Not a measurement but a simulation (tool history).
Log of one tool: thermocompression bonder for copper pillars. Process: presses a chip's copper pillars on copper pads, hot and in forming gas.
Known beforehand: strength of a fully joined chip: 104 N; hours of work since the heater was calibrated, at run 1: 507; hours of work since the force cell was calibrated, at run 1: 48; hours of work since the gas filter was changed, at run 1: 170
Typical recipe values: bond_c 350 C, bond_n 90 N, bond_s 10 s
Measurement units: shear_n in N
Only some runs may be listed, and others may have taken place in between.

| run | hour | bond_c | bond_n | bond_s | hours of work since the heater was calibrated | hours of work since the force cell was calibrated | hours of work since the gas filter was changed | shear_n |
|---|---|---|---|---|---|---|---|---|
| 1 | 0 | 350 | 90 | 10 | 507 | 48 | 170 | 73.1 |
| 2 | 6.3 | 350 | 112 | 10 | 512 | 52 | 174 | 81 |
| 3 | 15.3 | 350 | 90 | 6 | 518 | 58 | 180 | 63.9 |
| 4 | 21.6 | 350 | 90 | 6 | 522 | 63 | 185 | 63.2 |
| 5 | 27.8 | 324 | 90 | 6 | 527 | 67 | 189 | 53.4 |
| 6 | 35.6 | 324 | 90 | 6 | 532 | 72 | 195 | 53.1 |
| 7 | 47.4 | 350 | 90 | 10 | 540 | 80 | 203 | 71.9 |
| 8 | 53.3 | 350 | 90 | 10 | 544 | 85 | 207 | 72 |
| 9 | 61 | 350 | 90 | 10 | 550 | 90 | 212 | 72.5 |
| 10 | 67.8 | 376 | 90 | 10 | 554 | 95 | 217 | 78.9 |
| 11 | 78.5 | 376 | 90 | 10 | 562 | 102 | 224 | 79.6 |
| 12 | 84.7 | 376 | 90 | 10 | 566 | 106 | 229 | 80.4 |
|  | 90.3 | forming gas filter changed |
| 13 | 92.8 | 350 | 118 | 10 | 571 | 112 | 2 | 88 |
| 14 | 98.6 | 350 | 118 | 10 | 576 | 116 | 6 | 89.1 |
| 15 | 106.4 | 350 | 90 | 10 | 581 | 121 | 11 | 77.4 |
| 16 | 115 | 350 | 90 | 10 | 587 | 127 | 17 | 76.3 |
| 17 | 125.5 | 347 | 90 | 10 | 594 | 134 | 24 | 74.9 |
| 18 | 130.6 | 347 | 90 | 10 | 598 | 138 | 28 | 74.7 |
| 19 | 142.2 | 350 | 90 | 7 | 606 | 146 | 36 | 68.7 |
| 20 | 151.1 | 350 | 90 | 10 | 612 | 152 | 42 | 76 |
| 21 | 157.3 | 367 | 90 | 10 | 616 | 156 | 47 | 82.4 |
| 22 | 166.4 | 367 | 90 | 10 | 623 | 163 | 53 | 82.7 |
| 23 | 171.6 | 367 | 90 | 10 | 626 | 166 | 56 | 82.1 |
| 24 | 179.1 | 349 | 127 | 6 | 631 | 172 | 62 | 82 |
| 25 | 185.8 | 350 | 59 | 10 | 636 | 176 | 66 | 56.4 |
|  | 188.5 | heater calibrated with a thermocouple chip |
| 26 | 193 | 350 | 59 | 10 | 3 | 180 | 70 | 56.1 |
| 27 | 204.6 | 322 | 62 | 17 | 11 | 188 | 78 | 57.6 |
| 28 | 212.9 | 338 | 56 | 11 | 17 | 194 | 84 | 50.6 |
| 29 | 223.1 | 346 | 55 | 10 | 24 | 201 | 91 | 50.8 |
| 30 | 229.1 | 346 | 55 | 10 | 28 | 205 | 95 | 51.5 |
| 31 | 239.3 | 346 | 108 | 27 | 35 | 212 | 102 | 94.2 |
|  | 251.6 | heater calibrated with a thermocouple chip, once more |
| 32 | 251.6 | 368 | 103 | 10 | 0 | 219 | 109 | 85.5 |
| 33 | 258.1 | 349 | 103 | 7 | 5 | 224 | 114 | 73.4 |
| 34 | 267.2 | 349 | 103 | 8 | 11 | 230 | 120 | 75 |
| 35 | 278.1 | 377 | 84 | 10 | 18 | 238 | 128 | 79.1 |
| 36 | 287.3 | 376 | 111 | 10 | 25 | 244 | 134 | 90.6 |
| 37 | 296.7 | 338 | 132 | 10 | 31 | 250 | 141 | 85 |
| 38 | 307.8 | 322 | 132 | 10 | 39 | 258 | 148 | 80.2 |
| 39 | 315.9 | 322 | 132 | 10 | 45 | 264 | 154 | 79.3 |

What if the next run were any one of these 3? Each begins from the tool's condition after run 39:
| A | 325.8 | 378 | 69 | 27 | 52 | 271 | 161 | ? |
| B | 325.8 | 346 | 132 | 10 | 52 | 271 | 161 | ? |
| C | 325.8 | 350 | 61 | 19 | 52 | 271 | 161 | ? |

| run | shear_n |
|---|---|
| A | 86.1 |
| B | 86.6 |
| C | 65.8 |
Without the tool's unlogged condition, the same runs would have read:
| run | shear_n |
|---|---|
| A | 89.6 |
| B | 90 |
| C | 67.9 |
